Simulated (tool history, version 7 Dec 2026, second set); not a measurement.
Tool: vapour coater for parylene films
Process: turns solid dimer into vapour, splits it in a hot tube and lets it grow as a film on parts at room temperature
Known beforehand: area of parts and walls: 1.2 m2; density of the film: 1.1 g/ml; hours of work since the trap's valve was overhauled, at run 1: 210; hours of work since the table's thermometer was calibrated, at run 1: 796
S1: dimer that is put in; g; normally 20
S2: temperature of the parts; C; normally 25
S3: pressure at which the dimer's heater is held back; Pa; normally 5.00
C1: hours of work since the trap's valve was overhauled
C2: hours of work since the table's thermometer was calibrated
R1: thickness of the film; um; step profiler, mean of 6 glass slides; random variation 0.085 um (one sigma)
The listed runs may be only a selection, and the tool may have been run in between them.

run,day,S1,S2,S3,C1,C2,R1
1,0.000,20,25,5.00,210,796,8.83
2,0.967,20,26,5.00,222,808,8.31
3,2.221,20,26,5.00,238,824,8.32
# day 3.158: trap's valve overhauled
4,3.854,20,26,5.00,9,843,8.03
5,4.908,20,26,5.00,22,856,8.05
6,6.333,20,26,5.00,40,874,7.79
7,7.846,20,26,5.00,59,893,7.76
8,10.017,20,26,5.00,86,920,7.67
9,11.762,20,26,5.00,108,942,7.40
# day 13.779: trap's valve overhauled, once more
10,14.112,20,26,5.00,4,970,9.66
11,16.154,10,26,5.00,30,995,4.69
12,17.167,9,22,2.92,43,1008,5.43
13,18.729,9,22,2.92,62,1028,5.33
14,20.688,9,22,2.92,87,1053,5.23
15,21.708,9,22,2.92,100,1065,5.32
16,23.396,9,22,2.92,121,1087,5.25
17,25.704,19,24,5.00,150,1116,8.98
18,26.683,12,18,5.00,163,1128,6.87
19,27.812,8,33,3.23,177,1142,3.02
20,30.146,24,23,2.22,206,1172,13.56
21,32.221,30,25,8.13,232,1198,11.72
# day 33.692: trap's valve overhauled
22,34.400,30,25,8.13,9,1223,13.15

Branching from run 22: 3 alternative next runs. What would each branch give?
A,36.142,20,30,5.00,31,1245,?
B,36.142,18,28,2.68,31,1245,?
C,36.142,20,33,3.85,31,1245,?

run,R1
A,8.19
B,9.10
C,7.79
With no hidden state in the tool, these same runs would have given:
run,R1
A,8.68
B,9.63
C,8.25
